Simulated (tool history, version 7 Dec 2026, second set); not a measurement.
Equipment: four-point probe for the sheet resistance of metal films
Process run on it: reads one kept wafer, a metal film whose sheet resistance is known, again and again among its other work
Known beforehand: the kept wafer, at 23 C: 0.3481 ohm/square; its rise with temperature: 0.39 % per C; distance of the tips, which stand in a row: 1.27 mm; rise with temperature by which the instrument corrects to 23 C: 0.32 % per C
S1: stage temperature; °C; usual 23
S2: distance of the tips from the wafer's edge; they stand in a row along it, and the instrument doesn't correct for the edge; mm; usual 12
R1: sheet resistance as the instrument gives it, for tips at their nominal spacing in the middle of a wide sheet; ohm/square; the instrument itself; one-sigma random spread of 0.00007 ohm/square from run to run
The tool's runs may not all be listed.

run 1 hour=0 | S1=23 S2=12 | R1=0.349799
run 2 hour=63.3 | S1=23 S2=33 | R1=0.348055
run 3 hour=146.9 | S1=23 S2=12 | R1=0.349776
run 4 hour=208.6 | S1=23 S2=12 | R1=0.34968
run 5 hour=319.3 | S1=23 S2=12 | R1=0.349759
run 6 hour=393.5 | S1=23 S2=12 | R1=0.349655
run 7 hour=470.4 | S1=23 S2=24 | R1=0.348009
run 8 hour=567.1 | S1=23 S2=24 | R1=0.348003
run 9 hour=623.8 | S1=23 S2=24 | R1=0.347964
run 10 hour=714.3 | S1=23 S2=6 | R1=0.355613
run 11 hour=799.8 | S1=19 S2=12 | R1=0.348633
run 12 hour=861.9 | S1=26 S2=12 | R1=0.350108
run 13 hour=921.6 | S1=24 S2=8 | R1=0.352152
run 14 hour=1024.4 | S1=24 S2=8 | R1=0.352125
run 15 hour=1081.3 | S1=24 S2=8 | R1=0.352259
run 16 hour=1133.5 | S1=33 S2=46 | R1=0.349708
run 17 hour=1197.4 | S1=33 S2=46 | R1=0.349693
-- hour=1204.8 stage's thermometer calibrated
run 18 hour=1256.1 | S1=33 S2=46 | R1=0.350146
run 19 hour=1321.2 | S1=20 S2=69 | R1=0.346833
run 20 hour=1386.3 | S1=20 S2=47 | R1=0.346853
run 21 hour=1440 | S1=18 S2=8 | R1=0.35094
run 22 hour=1487.8 | S1=26 S2=19 | R1=0.349017

Consider 4 possible next runs. They are alternatives, not a sequence: every one starts from the tool as it was left by run 22. What does each give?
run A hour=1570 | S1=31 S2=22 | R1=?
run B hour=1570 | S1=31 S2=11 | R1=?
run C hour=1570 | S1=29 S2=19 | R1=?
run D hour=1570 | S1=31 S2=15 | R1=?

run=A R1=0.349932
run=B R1=0.35171
run=C R1=0.349554
run=D R1=0.350576
Take away the tool's hidden state, keep each run's random variation, and the runs would have read:
run=A R1=0.350667
run=B R1=0.352448
run=C R1=0.350289
run=D R1=0.351312
